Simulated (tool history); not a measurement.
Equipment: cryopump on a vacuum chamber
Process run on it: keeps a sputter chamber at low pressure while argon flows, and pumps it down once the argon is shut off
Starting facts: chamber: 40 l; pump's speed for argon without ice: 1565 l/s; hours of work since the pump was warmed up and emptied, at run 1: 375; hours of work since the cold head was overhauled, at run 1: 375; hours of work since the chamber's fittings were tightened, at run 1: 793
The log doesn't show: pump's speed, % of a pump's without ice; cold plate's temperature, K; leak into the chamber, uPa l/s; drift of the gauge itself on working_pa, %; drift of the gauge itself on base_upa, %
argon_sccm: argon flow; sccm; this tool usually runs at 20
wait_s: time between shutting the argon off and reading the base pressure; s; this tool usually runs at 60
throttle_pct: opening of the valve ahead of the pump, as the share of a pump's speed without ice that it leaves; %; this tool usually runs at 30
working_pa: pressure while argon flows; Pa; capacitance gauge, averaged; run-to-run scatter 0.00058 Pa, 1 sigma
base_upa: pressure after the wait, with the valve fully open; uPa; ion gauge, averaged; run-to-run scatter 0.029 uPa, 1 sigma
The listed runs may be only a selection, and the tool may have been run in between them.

run	hour	argon_sccm	wait_s	throttle_pct	hours of work since the pump was warmed up and emptied	hours of work since the cold head was overhauled	hours of work since the chamber's fittings were tightened	working_pa	base_upa
1	0	20	60	30	375	375	793	0.0761	2.07
2	16.9	20	60	30	386	386	805	0.0758	2.06
3	44.1	20	60	30	405	405	824	0.0763	2.12
4	61.4	20	60	30	417	417	836	0.0761	2.09
5	80.7	20	60	30	430	430	849	0.0764	2.12
6	105.2	20	60	30	447	447	866	0.0766	2.07
7	124.4	20	130	30	460	460	879	0.0778	1.53
8	140.6	20	60	30	471	471	890	0.0771	2.19
9	167.7	20	60	30	490	490	909	0.0778	2.19
10	183	20	60	30	500	500	919	0.0773	2.23
11	210.1	20	60	30	519	519	938	0.0786	2.22
12	231.8	20	60	30	534	534	953	0.077	2.23
13	261.7	20	60	30	555	555	974	0.0786	2.27
14	282.9	20	60	30	569	569	988	0.0785	2.37
15	306.2	20	60	30	585	585	1004	0.0787	2.36
16	327.1	20	60	30	600	600	1019	0.0787	2.36
# hour 358.8: pump warmed up, emptied and cooled again
17	359.4	20	60	30	0	618	1037	0.0713	2.07
18	379	20	60	30	14	632	1051	0.0725	2.15
19	402	20	144	17	30	648	1067	0.1268	1.41
20	433.8	20	144	17	52	670	1089	0.1269	1.44
21	448	26	39	16	61	679	1098	0.1765	2.71
22	462.6	26	39	16	71	689	1108	0.1767	2.75
23	491.6	26	39	16	91	709	1128	0.1764	2.75
24	513.5	10	41	16	106	724	1143	0.069	2.69
25	535.9	33	60	31	122	740	1159	0.1164	2.23
26	564.5	28	38	42	142	760	1179	0.0733	2.9
27	590.7	28	38	42	160	778	1197	0.0744	2.94
28	613.3	15	61	53	175	793	1212	0.0319	2.24
29	645.9	28	74	22	198	816	1235	0.14	2.09
30	661.5	20	41	20	208	826	1245	0.1101	2.87
31	691.3	28	94	30	229	847	1266	0.1041	1.96
32	714.1	11	135	23	245	862	1281	0.0525	1.67
33	739.2	20	39	50	262	880	1299	0.0456	3.07
34	764.4	11	185	43	279	897	1316	0.0293	1.58

Across each entry between runs, compare the hidden state at the last listed run before it with the hidden state at the first listed run after it:
From run 16 to run 17: pump warmed up, emptied and cooled again (hour 358.8)
  pump's speed, % of a pump's without ice: 75.6 -> 99.9; leak into the chamber, uPa l/s: 1393 -> 1412
  measured result minus the result with no hidden state, working_pa: +0.007 -> +0.0001 Pa; base_upa: +0.99 -> +0.71 uPa
